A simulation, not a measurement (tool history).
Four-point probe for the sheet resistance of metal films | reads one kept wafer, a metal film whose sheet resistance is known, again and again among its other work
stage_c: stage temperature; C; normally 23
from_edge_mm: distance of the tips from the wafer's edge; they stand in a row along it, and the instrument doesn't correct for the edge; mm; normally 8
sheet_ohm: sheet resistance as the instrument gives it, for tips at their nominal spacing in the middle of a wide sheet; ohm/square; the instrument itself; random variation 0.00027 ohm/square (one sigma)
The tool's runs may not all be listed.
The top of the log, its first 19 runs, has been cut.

| run | day | stage_c | from_edge_mm | sheet_ohm |
|---|---|---|---|---|
| 20 | 12.954 | 32 | 8 | 1.366320 |
| 21 | 13.725 | 32 | 8 | 1.366637 |
| 22 | 14.429 | 23 | 8 | 1.371230 |
| 23 | 15.021 | 23 | 7 | 1.375247 |
| 24 | 15.438 | 23 | 7 | 1.375270 |
| 25 | 15.804 | 23 | 7 | 1.374636 |
| 26 | 16.342 | 31 | 8 | 1.367153 |
| 27 | 16.738 | 23 | 4 | 1.404450 |
| 28 | 17.558 | 23 | 3 | 1.436793 |
| 29 | 18.058 | 20 | 22 | 1.363153 |
| 30 | 18.942 | 28 | 26 | 1.358028 |
| 31 | 19.375 | 31 | 4 | 1.399600 |
| 32 | 19.858 | 30 | 8 | 1.367705 |
| 33 | 20.396 | 23 | 18 | 1.361965 |
| 34 | 21.038 | 23 | 18 | 1.362702 |
| 35 | 21.892 | 23 | 18 | 1.362955 |
| 36 | 22.683 | 29 | 52 | 1.357211 |
| 37 | 23.375 | 33 | 67 | 1.354763 |
| 38 | 23.821 | 29 | 4 | 1.400973 |
| 39 | 24.242 | 27 | 5 | 1.386618 |
| 40 | 24.717 | 27 | 5 | 1.387061 |
| 41 | 25.300 | 27 | 5 | 1.387258 |
| 42 | 25.788 | 26 | 22 | 1.360177 |
| 43 | 26.629 | 33 | 8 | 1.365950 |

Alternative continuations, all from the tool just after run 43; predict every row:
| A | 27.525 | 21 | 8 | ? |
| B | 27.525 | 23 | 8 | ? |
| C | 27.525 | 21 | 9 | ? |
| D | 27.525 | 32 | 8 | ? |

| run | sheet_ohm |
|---|---|
| A | 1.373034 |
| B | 1.371811 |
| C | 1.370480 |
| D | 1.366695 |
Had the tool no hidden state, the same runs would have come out as:
| run | sheet_ohm |
|---|---|
| A | 1.373156 |
| B | 1.371933 |
| C | 1.370602 |
| D | 1.366816 |
